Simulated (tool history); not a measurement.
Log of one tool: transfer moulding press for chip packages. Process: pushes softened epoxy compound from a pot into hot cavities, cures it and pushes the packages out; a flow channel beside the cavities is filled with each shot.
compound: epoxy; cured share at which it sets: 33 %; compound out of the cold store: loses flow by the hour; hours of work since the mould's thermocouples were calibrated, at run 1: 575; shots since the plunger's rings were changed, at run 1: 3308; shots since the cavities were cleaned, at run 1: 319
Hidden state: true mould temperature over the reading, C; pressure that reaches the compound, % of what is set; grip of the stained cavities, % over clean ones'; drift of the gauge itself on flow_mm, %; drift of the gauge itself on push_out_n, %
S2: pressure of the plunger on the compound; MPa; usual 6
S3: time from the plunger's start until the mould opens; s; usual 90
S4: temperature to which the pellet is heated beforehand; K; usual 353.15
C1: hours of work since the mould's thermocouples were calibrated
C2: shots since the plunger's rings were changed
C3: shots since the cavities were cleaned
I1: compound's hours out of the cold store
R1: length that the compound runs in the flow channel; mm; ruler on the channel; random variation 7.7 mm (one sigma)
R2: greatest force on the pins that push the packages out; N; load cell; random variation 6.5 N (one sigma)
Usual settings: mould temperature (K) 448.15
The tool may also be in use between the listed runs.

run 1 hour=0 | mould_temperature_(K)=448.15 S2=6 S3=90 S4=353.15 | C1=575 C2=3308 C3=319 | I1=28.7 | R1=862 R2=398
-- hour=28.5 cavities cleaned with cleaning compound and waxed
run 2 hour=55.5 | mould_temperature_(K)=448.15 S2=6 S3=90 S4=353.15 | C1=602 C2=3872 C3=282 | I1=19.7 | R1=902 R2=394
-- hour=87 cavities cleaned with cleaning compound and waxed
run 3 hour=101.3 | mould_temperature_(K)=448.15 S2=6 S3=90 S4=354.15 | C1=624 C2=4335 C3=150 | I1=20.3 | R1=873 R2=351
run 4 hour=134 | mould_temperature_(K)=448.15 S2=6 S3=111 S4=354.15 | C1=640 C2=4676 C3=491 | I1=39.9 | R1=815 R2=376
-- hour=143.9 cavities cleaned with cleaning compound and waxed
run 5 hour=172.8 | mould_temperature_(K)=448.15 S2=6 S3=111 S4=354.15 | C1=659 C2=5066 C3=302 | I1=27.7 | R1=842 R2=354
-- hour=194.8 plunger's sealing rings changed
-- hour=203 cavities cleaned with cleaning compound and waxed
run 6 hour=212.1 | mould_temperature_(K)=448.15 S2=6 S3=111 S4=354.15 | C1=676 C2=165 C3=95 | I1=24.6 | R1=939 R2=288
run 7 hour=250.6 | mould_temperature_(K)=448.15 S2=5.16 S3=90 S4=353.15 | C1=695 C2=567 C3=497 | I1=44 | R1=808 R2=407
-- hour=261.2 cavities cleaned with cleaning compound and waxed
run 8 hour=303.5 | mould_temperature_(K)=448.15 S2=6 S3=90 S4=353.15 | C1=721 C2=1104 C3=441 | I1=18.6 | R1=946 R2=436
-- hour=317.7 cavities cleaned with cleaning compound and waxed
run 9 hour=339.3 | mould_temperature_(K)=448.15 S2=6 S3=120 S4=353.15 | C1=738 C2=1462 C3=225 | I1=23 | R1=927 R2=330
-- hour=375.5 cavities cleaned with cleaning compound and waxed
run 10 hour=385 | mould_temperature_(K)=448.15 S2=6 S3=120 S4=353.15 | C1=760 C2=1924 C3=99 | I1=43.4 | R1=843 R2=287
run 11 hour=421.7 | mould_temperature_(K)=448.15 S2=6 S3=102 S4=353.15 | C1=778 C2=2308 C3=483 | I1=37.1 | R1=861 R2=395
-- hour=432.6 cavities cleaned with cleaning compound and waxed
run 12 hour=466.7 | mould_temperature_(K)=448.15 S2=6 S3=102 S4=353.15 | C1=800 C2=2763 C3=357 | I1=17.3 | R1=905 R2=358
-- hour=489 cavities cleaned with cleaning compound and waxed
run 13 hour=517.1 | mould_temperature_(K)=448.15 S2=6 S3=102 S4=353.15 | C1=824 C2=3273 C3=294 | I1=18 | R1=915 R2=348
-- hour=546.8 cavities cleaned with cleaning compound and waxed
-- hour=561.3 mould's thermocouples calibrated
run 14 hour=565.1 | mould_temperature_(K)=448.15 S2=5.98 S3=109 S4=343.15 | C1=2 C2=3738 C3=171 | I1=40.6 | R1=843 R2=312
run 15 hour=596.7 | mould_temperature_(K)=448.15 S2=5.98 S3=109 S4=343.15 | C1=18 C2=4068 C3=501 | I1=46 | R1=818 R2=371
-- hour=605.5 cavities cleaned with cleaning compound and waxed
run 16 hour=647.7 | mould_temperature_(K)=448.15 S2=5.98 S3=105 S4=358.15 | C1=42 C2=4585 C3=441 | I1=36.5 | R1=839 R2=375
-- hour=663.3 cavities cleaned with cleaning compound and waxed
run 17 hour=674.1 | mould_temperature_(K)=448.15 S2=5.98 S3=105 S4=358.15 | C1=55 C2=4846 C3=114 | I1=36 | R1=835 R2=290
run 18 hour=707.2 | mould_temperature_(K)=448.15 S2=5.98 S3=87 S4=358.15 | C1=71 C2=5191 C3=459 | I1=15.4 | R1=871 R2=465
-- hour=718.2 plunger's sealing rings changed
-- hour=722.7 cavities cleaned with cleaning compound and waxed
run 19 hour=754.2 | mould_temperature_(K)=448.15 S2=6 S3=90 S4=346.15 | C1=93 C2=361 C3=329 | I1=29.5 | R1=933 R2=407
-- hour=779.8 cavities cleaned with cleaning compound and waxed
run 20 hour=790.1 | mould_temperature_(K)=453.15 S2=6 S3=90 S4=356.15 | C1=110 C2=719 C3=107 | I1=10.6 | R1=965 R2=289
-- hour=836.3 cavities cleaned with cleaning compound and waxed
run 21 hour=842.7 | mould_temperature_(K)=449.15 S2=4.91 S3=90 S4=353.15 | C1=135 C2=1253 C3=67 | I1=32.9 | R1=803 R2=292
run 22 hour=887.8 | mould_temperature_(K)=449.15 S2=4.91 S3=90 S4=353.15 | C1=158 C2=1725 C3=539 | I1=21.3 | R1=831 R2=439
-- hour=892.6 cavities cleaned with cleaning compound and waxed
run 23 hour=920.4 | mould_temperature_(K)=449.15 S2=4.91 S3=90 S4=353.15 | C1=173 C2=2050 C3=291 | I1=16.9 | R1=846 R2=392
-- hour=948.9 cavities cleaned with cleaning compound and waxed
run 24 hour=949.8 | mould_temperature_(K)=452.15 S2=5.72 S3=87 S4=353.15 | C1=187 C2=2341 C3=10 | I1=36.4 | R1=838 R2=248
run 25 hour=982.4 | mould_temperature_(K)=452.15 S2=4.67 S3=85 S4=352.15 | C1=203 C2=2681 C3=350 | I1=16.2 | R1=809 R2=384
-- hour=1007.2 cavities cleaned with cleaning compound and waxed
run 26 hour=1010 | mould_temperature_(K)=452.15 S2=4.67 S3=85 S4=352.15 | C1=216 C2=2954 C3=30 | I1=29.6 | R1=767 R2=259

Forecast each of these 3 alternatives for the next run:
-- hour=1065 cavities cleaned with cleaning compound and waxed
run A hour=1065.8 | mould_temperature_(K)=445.15 S2=4.67 S3=85 S4=352.15 | C1=243 C2=3521 C3=8 | I1=17.1 | R1=? R2=?
-- hour=1065 cavities cleaned with cleaning compound and waxed
run B hour=1065.8 | mould_temperature_(K)=455.15 S2=6.55 S3=90 S4=347.15 | C1=243 C2=3521 C3=8 | I1=18.5 | R1=? R2=?
-- hour=1065 cavities cleaned with cleaning compound and waxed
run C hour=1065.8 | mould_temperature_(K)=448.15 S2=7.11 S3=90 S4=353.15 | C1=243 C2=3521 C3=8 | I1=35 | R1=? R2=?

run=A R1=808 R2=376
run=B R1=920 R2=224
run=C R1=933 R2=288
Without the tool's hidden state the same runs would have given:
run=A R1=871 R2=356
run=B R1=991 R2=209
run=C R1=1004 R2=271
